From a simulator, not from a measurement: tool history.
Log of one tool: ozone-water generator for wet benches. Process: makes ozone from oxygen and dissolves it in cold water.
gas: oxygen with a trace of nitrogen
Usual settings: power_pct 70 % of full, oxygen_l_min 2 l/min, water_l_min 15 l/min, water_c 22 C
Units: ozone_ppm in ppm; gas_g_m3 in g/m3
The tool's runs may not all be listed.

run 1 hour=0 | power_pct=70 oxygen_l_min=2 water_l_min=15 water_c=22 | ozone_ppm=13.3 gas_g_m3=261.9
-- hour=142.3 water thermometer calibrated
run 2 hour=153.3 | power_pct=70 oxygen_l_min=2 water_l_min=15 water_c=20 | ozone_ppm=13.1 gas_g_m3=256.7
run 3 hour=248.9 | power_pct=70 oxygen_l_min=2 water_l_min=15 water_c=22 | ozone_ppm=12.7 gas_g_m3=257.5
run 4 hour=359 | power_pct=70 oxygen_l_min=2 water_l_min=15 water_c=22 | ozone_ppm=12.4 gas_g_m3=252.5
run 5 hour=513.5 | power_pct=70 oxygen_l_min=2 water_l_min=20 water_c=22 | ozone_ppm=8.9 gas_g_m3=254.3
run 6 hour=666.7 | power_pct=70 oxygen_l_min=2 water_l_min=20 water_c=22 | ozone_ppm=8.7 gas_g_m3=253.9
run 7 hour=876 | power_pct=57 oxygen_l_min=2 water_l_min=15 water_c=22 | ozone_ppm=10.5 gas_g_m3=214.6
-- hour=894.4 water thermometer calibrated, once more
run 8 hour=988.7 | power_pct=57 oxygen_l_min=2 water_l_min=15 water_c=22 | ozone_ppm=10.4 gas_g_m3=215.8
run 9 hour=1100.2 | power_pct=57 oxygen_l_min=2 water_l_min=15 water_c=22 | ozone_ppm=10.5 gas_g_m3=216.1
-- hour=1267.9 contactor cleaned
run 10 hour=1267.9 | power_pct=57 oxygen_l_min=2 water_l_min=15 water_c=22 | ozone_ppm=12.1 gas_g_m3=215.6
run 11 hour=1445.2 | power_pct=70 oxygen_l_min=1.24 water_l_min=15 water_c=22 | ozone_ppm=12.3 gas_g_m3=304.4
run 12 hour=1571 | power_pct=82 oxygen_l_min=2 water_l_min=15 water_c=22 | ozone_ppm=15.4 gas_g_m3=278.1
run 13 hour=1777.1 | power_pct=57 oxygen_l_min=2.42 water_l_min=14 water_c=23 | ozone_ppm=12.9 gas_g_m3=194.6
run 14 hour=1977.5 | power_pct=62 oxygen_l_min=2.42 water_l_min=10 water_c=23 | ozone_ppm=19 gas_g_m3=205.8
run 15 hour=2140.8 | power_pct=70 oxygen_l_min=1.1 water_l_min=15 water_c=25 | ozone_ppm=11 gas_g_m3=315.9
run 16 hour=2333.7 | power_pct=70 oxygen_l_min=2 water_l_min=16 water_c=22 | ozone_ppm=12.2 gas_g_m3=237.6
run 17 hour=2493.2 | power_pct=70 oxygen_l_min=2 water_l_min=16 water_c=22 | ozone_ppm=12.3 gas_g_m3=237
run 18 hour=2598.5 | power_pct=91 oxygen_l_min=2 water_l_min=18 water_c=24 | ozone_ppm=12.3 gas_g_m3=281.8
run 19 hour=2726.7 | power_pct=42 oxygen_l_min=2 water_l_min=18 water_c=25 | ozone_ppm=7.1 gas_g_m3=165.8
run 20 hour=2845.7 | power_pct=42 oxygen_l_min=2 water_l_min=18 water_c=28 | ozone_ppm=6.9 gas_g_m3=164.2

3 ways to go on from here, each from the tool as it stands after run 20. What would each give?
run A hour=3058.1 | power_pct=42 oxygen_l_min=2 water_l_min=24 water_c=28 | ozone_ppm=? gas_g_m3=?
run B hour=3058.1 | power_pct=83 oxygen_l_min=3.52 water_l_min=18 water_c=29 | ozone_ppm=? gas_g_m3=?
run C hour=3058.1 | power_pct=58 oxygen_l_min=2 water_l_min=20 water_c=28 | ozone_ppm=? gas_g_m3=?

run=A ozone_ppm=4.7 gas_g_m3=163.3
run=B ozone_ppm=11.8 gas_g_m3=203.5
run=C ozone_ppm=7.5 gas_g_m3=204.4
Without the tool's hidden state the same runs would have given:
run=A ozone_ppm=5.5 gas_g_m3=179.4
run=B ozone_ppm=14.7 gas_g_m3=241.4
run=C ozone_ppm=9 gas_g_m3=232.8
